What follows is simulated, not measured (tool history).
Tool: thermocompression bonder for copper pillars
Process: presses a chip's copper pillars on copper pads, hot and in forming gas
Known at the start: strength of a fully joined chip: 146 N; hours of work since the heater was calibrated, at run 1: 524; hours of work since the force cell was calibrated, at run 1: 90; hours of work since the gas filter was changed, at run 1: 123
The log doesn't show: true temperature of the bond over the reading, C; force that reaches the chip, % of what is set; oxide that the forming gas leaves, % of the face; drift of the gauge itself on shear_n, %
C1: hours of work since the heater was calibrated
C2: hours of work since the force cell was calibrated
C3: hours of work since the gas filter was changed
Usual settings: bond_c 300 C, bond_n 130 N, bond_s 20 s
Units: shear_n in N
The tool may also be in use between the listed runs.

Run 1, day 0: usual settings; C1 524; C2 90; C3 123. Result: shear_n 52.5 N.
Run 2, day 0.654: usual settings; C1 532; C2 97; C3 131. Result: shear_n 52.7 N.
Run 3, day 1.438: usual settings; C1 541; C2 106; C3 140. Result: shear_n 52.2 N.
Run 4, day 2.338: usual settings; C1 551; C2 117; C3 150. Result: shear_n 51.6 N.
At day 2.779: forming gas filter changed.
Run 5, day 2.854: usual settings but bond_s 21 s; C1 557; C2 122; C3 1. Result: shear_n 57.2 N.
Run 6, day 3.717: usual settings but bond_n 82 N; C1 567; C2 132; C3 11. Result: shear_n 32.4 N.
Run 7, day 4.304: usual settings but bond_s 25 s; C1 574; C2 139; C3 18. Result: shear_n 60.4 N.
Run 8, day 5.296: usual settings but bond_c 279 C, bond_s 25 s; C1 585; C2 151; C3 29. Result: shear_n 43.7 N.
Run 9, day 5.85: usual settings but bond_c 279 C, bond_s 25 s; C1 591; C2 157; C3 35. Result: shear_n 44 N.
Run 10, day 6.617: usual settings but bond_n 93 N; C1 600; C2 166; C3 44. Result: shear_n 37.6 N.
Run 11, day 7.642: usual settings; C1 612; C2 178; C3 56. Result: shear_n 54.7 N.
Run 12, day 8.488: usual settings but bond_n 129 N; C1 622; C2 187; C3 66. Result: shear_n 54.1 N.
Run 13, day 9.242: usual settings; C1 630; C2 196; C3 74. Result: shear_n 54.3 N.
Run 14, day 10.271: usual settings; C1 642; C2 208; C3 86. Result: shear_n 53.8 N.
Run 15, day 10.946: usual settings but bond_n 154 N; C1 650; C2 216; C3 94. Result: shear_n 63.7 N.
Run 16, day 11.712: usual settings but bond_n 154 N; C1 659; C2 224; C3 103. Result: shear_n 64.6 N.
Run 17, day 12.208: usual settings but bond_n 154 N; C1 665; C2 230; C3 109. Result: shear_n 64 N.
Run 18, day 12.971: usual settings but bond_c 323 C; C1 673; C2 239; C3 117. Result: shear_n 71.3 N.
Run 19, day 13.746: usual settings but bond_n 111 N; C1 682; C2 248; C3 126. Result: shear_n 44.4 N.
Run 20, day 14.621: usual settings but bond_s 36 s; C1 692; C2 258; C3 136. Result: shear_n 65.9 N.
Run 21, day 15.3: usual settings but bond_c 302 C, bond_s 12 s; C1 700; C2 266; C3 144. Result: shear_n 44.8 N.
Run 22, day 15.725: usual settings but bond_c 278 C; C1 705; C2 271; C3 149. Result: shear_n 37.5 N.
At day 16.2: forming gas filter changed.
Run 23, day 16.338: usual settings but bond_n 87 N; C1 712; C2 278; C3 2. Result: shear_n 35.5 N.
Run 24, day 17.325: usual settings but bond_n 87 N; C1 723; C2 289; C3 13. Result: shear_n 35.9 N.
Run 25, day 18.246: usual settings but bond_n 172 N; C1 734; C2 300; C3 24. Result: shear_n 74.9 N.
Run 26, day 18.696: usual settings but bond_c 323 C, bond_s 36 s; C1 739; C2 305; C3 29. Result: shear_n 90 N.
Run 27, day 19.329: usual settings but bond_c 323 C, bond_s 36 s; C1 746; C2 312; C3 36. Result: shear_n 89.6 N.
Run 28, day 19.896: usual settings but bond_c 275 C, bond_n 109 N; C1 753; C2 319; C3 43. Result: shear_n 31 N.
Run 29, day 20.746: usual settings but bond_c 275 C, bond_n 109 N; C1 763; C2 328; C3 52. Result: shear_n 30.8 N.
Run 30, day 21.392: usual settings but bond_c 316 C, bond_n 106 N, bond_s 41 s; C1 770; C2 336; C3 60. Result: shear_n 72.3 N.
Run 31, day 22.388: usual settings but bond_c 316 C, bond_n 106 N, bond_s 41 s; C1 782; C2 347; C3 71. Result: shear_n 70.3 N.
Run 32, day 23.4: usual settings but bond_c 287 C, bond_n 87 N, bond_s 40 s; C1 793; C2 359; C3 83. Result: shear_n 38.3 N.
Run 33, day 24.2: usual settings but bond_c 277 C, bond_n 134 N, bond_s 48 s; C1 802; C2 368; C3 92. Result: shear_n 57 N.
Run 34, day 25.067: usual settings but bond_c 277 C, bond_n 134 N, bond_s 48 s; C1 812; C2 378; C3 102. Result: shear_n 56.4 N.
Run 35, day 25.85: usual settings but bond_c 312 C, bond_n 134 N, bond_s 15 s; C1 821; C2 387; C3 111. Result: shear_n 58.8 N.
Run 36, day 26.517: usual settings but bond_c 303 C, bond_n 79 N, bond_s 11 s; C1 829; C2 395; C3 119. Result: shear_n 24.2 N.
Run 37, day 27.117: usual settings but bond_c 280 C, bond_n 98 N, bond_s 51 s; C1 836; C2 402; C3 126. Result: shear_n 42.3 N.
Run 38, day 28.092: usual settings but bond_c 280 C; C1 847; C2 413; C3 137. Result: shear_n 39.5 N.
Run 39, day 29.108: usual settings but bond_c 311 C, bond_n 84 N; C1 859; C2 425; C3 149. Result: shear_n 37.9 N.

How the hidden state differs across the entries between the runs, from the last listed run before each to the first after it:
Between runs 4 and 5: forming gas filter changed (day 2.779)
  true temperature of the bond over the reading, C: 3.2 -> 3.3; oxide that the forming gas leaves, % of the face: 7.46 -> 0.56
  measured less the result without the state, shear_n: -1.8 -> +2 N
Between runs 22 and 23: forming gas filter changed (day 16.2)
  oxide that the forming gas leaves, % of the face: 7.01 -> 0.57
  measured less the result without the state, shear_n: -0.6 -> +1.7 N
